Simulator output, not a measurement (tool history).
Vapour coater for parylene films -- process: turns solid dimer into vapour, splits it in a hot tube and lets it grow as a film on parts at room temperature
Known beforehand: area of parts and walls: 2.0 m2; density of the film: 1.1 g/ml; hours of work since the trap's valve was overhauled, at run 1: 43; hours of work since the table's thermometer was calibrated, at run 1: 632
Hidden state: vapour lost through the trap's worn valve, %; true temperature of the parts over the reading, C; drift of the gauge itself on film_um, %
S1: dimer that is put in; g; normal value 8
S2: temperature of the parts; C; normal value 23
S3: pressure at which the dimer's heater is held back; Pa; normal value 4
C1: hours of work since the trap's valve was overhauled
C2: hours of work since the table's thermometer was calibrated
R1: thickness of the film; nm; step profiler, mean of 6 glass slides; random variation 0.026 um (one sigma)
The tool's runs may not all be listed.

run 1 hour=0 | S1=8 S2=23 S3=4 | C1=43 C2=632 | R1=2070
run 2 hour=24.6 | S1=8 S2=23 S3=4 | C1=57 C2=645 | R1=2040
run 3 hour=56.5 | S1=8 S2=18 S3=4 | C1=74 C2=663 | R1=2200
run 4 hour=81.4 | S1=8 S2=18 S3=4 | C1=88 C2=677 | R1=2220
run 5 hour=123.9 | S1=8 S2=18 S3=4 | C1=112 C2=701 | R1=2210
run 6 hour=160.5 | S1=8 S2=26 S3=4 | C1=132 C2=721 | R1=1880
run 7 hour=186.9 | S1=8 S2=19 S3=4 | C1=147 C2=736 | R1=2090
run 8 hour=214.8 | S1=8 S2=19 S3=4 | C1=163 C2=751 | R1=2130
run 9 hour=249.5 | S1=8 S2=19 S3=4 | C1=182 C2=771 | R1=2090
run 10 hour=285.5 | S1=8 S2=19 S3=4 | C1=202 C2=791 | R1=2040
run 11 hour=308.2 | S1=8 S2=19 S3=4 | C1=215 C2=803 | R1=2030
run 12 hour=347.7 | S1=8 S2=19 S3=4 | C1=237 C2=825 | R1=2030
run 13 hour=377.4 | S1=8 S2=19 S3=4 | C1=253 C2=842 | R1=2000
run 14 hour=396.7 | S1=8 S2=19 S3=4 | C1=264 C2=853 | R1=2030
run 15 hour=417.4 | S1=8 S2=19 S3=4 | C1=275 C2=864 | R1=1980
run 16 hour=437.9 | S1=8 S2=19 S3=4 | C1=287 C2=876 | R1=1980
run 17 hour=475.7 | S1=8 S2=19 S3=4 | C1=308 C2=897 | R1=1950
run 18 hour=511.7 | S1=8 S2=19 S3=4 | C1=328 C2=917 | R1=1940
run 19 hour=550.3 | S1=8 S2=19 S3=4 | C1=349 C2=938 | R1=1920
run 20 hour=581 | S1=8 S2=19 S3=4 | C1=367 C2=955 | R1=1910
-- hour=602.7 trap's valve overhauled
run 21 hour=624.8 | S1=8 S2=19 S3=4 | C1=12 C2=977 | R1=2210
-- hour=629.1 table's thermometer calibrated
run 22 hour=647.7 | S1=8 S2=19 S3=4 | C1=25 C2=10 | R1=2180
run 23 hour=677.5 | S1=8 S2=23 S3=3.3 | C1=41 C2=27 | R1=2010
-- hour=691.6 table's thermometer calibrated, once more
run 24 hour=701.3 | S1=6 S2=34 S3=3.98 | C1=54 C2=5 | R1=1270
run 25 hour=741.2 | S1=6 S2=34 S3=2.22 | C1=76 C2=28 | R1=1280
run 26 hour=764.8 | S1=3 S2=31 S3=4 | C1=89 C2=41 | R1=640
run 27 hour=785 | S1=8 S2=18 S3=4 | C1=100 C2=52 | R1=2240
run 28 hour=825.3 | S1=8 S2=30 S3=4.7 | C1=123 C2=74 | R1=1730
run 29 hour=862.5 | S1=8 S2=30 S3=4.7 | C1=144 C2=95 | R1=1710
run 30 hour=898.1 | S1=8 S2=30 S3=4.7 | C1=163 C2=115 | R1=1690
run 31 hour=931.8 | S1=8 S2=19 S3=6.34 | C1=182 C2=134 | R1=2010
run 32 hour=953 | S1=8 S2=19 S3=6.34 | C1=194 C2=146 | R1=1990
run 33 hour=988.9 | S1=12 S2=23 S3=4 | C1=214 C2=166 | R1=2880
run 34 hour=1022.1 | S1=12 S2=23 S3=4 | C1=232 C2=184 | R1=2840
run 35 hour=1040.5 | S1=12 S2=23 S3=4 | C1=243 C2=194 | R1=2820
run 36 hour=1081.2 | S1=12 S2=23 S3=4 | C1=265 C2=217 | R1=2820
run 37 hour=1123.9 | S1=12 S2=23 S3=4 | C1=289 C2=241 | R1=2780
run 38 hour=1152.7 | S1=8 S2=24 S3=5.87 | C1=305 C2=257 | R1=1730
run 39 hour=1182.3 | S1=8 S2=24 S3=5.87 | C1=322 C2=273 | R1=1760
run 40 hour=1206.2 | S1=8 S2=26 S3=4 | C1=335 C2=287 | R1=1740
run 41 hour=1249.3 | S1=8 S2=26 S3=4.26 | C1=359 C2=311 | R1=1730
run 42 hour=1278.7 | S1=3 S2=17 S3=10.2 | C1=375 C2=327 | R1=720
-- hour=1286.4 trap's valve overhauled
run 43 hour=1317.6 | S1=8 S2=28 S3=4 | C1=17 C2=346 | R1=1900
run 44 hour=1337 | S1=8 S2=28 S3=4 | C1=28 C2=357 | R1=1870
run 45 hour=1380.1 | S1=3 S2=23 S3=3.3 | C1=52 C2=381 | R1=760
run 46 hour=1411.9 | S1=8 S2=19 S3=6.01 | C1=70 C2=399 | R1=2130

Consider 4 possible next runs. They are alternatives, not a sequence: every one starts from the tool as it was left by run 46. What does each give?
run A hour=1434 | S1=10 S2=29 S3=10.1 | C1=82 C2=411 | R1=?
run B hour=1434 | S1=4 S2=23 S3=4 | C1=82 C2=411 | R1=?
run C hour=1434 | S1=7 S2=20 S3=4 | C1=82 C2=411 | R1=?
run D hour=1434 | S1=3 S2=30 S3=2.01 | C1=82 C2=411 | R1=?

run=A R1=2140
run=B R1=1000
run=C R1=1870
run=D R1=690
With no hidden state in the tool, these same runs would have given:
run=A R1=2230
run=B R1=1040
run=C R1=1940
run=D R1=710
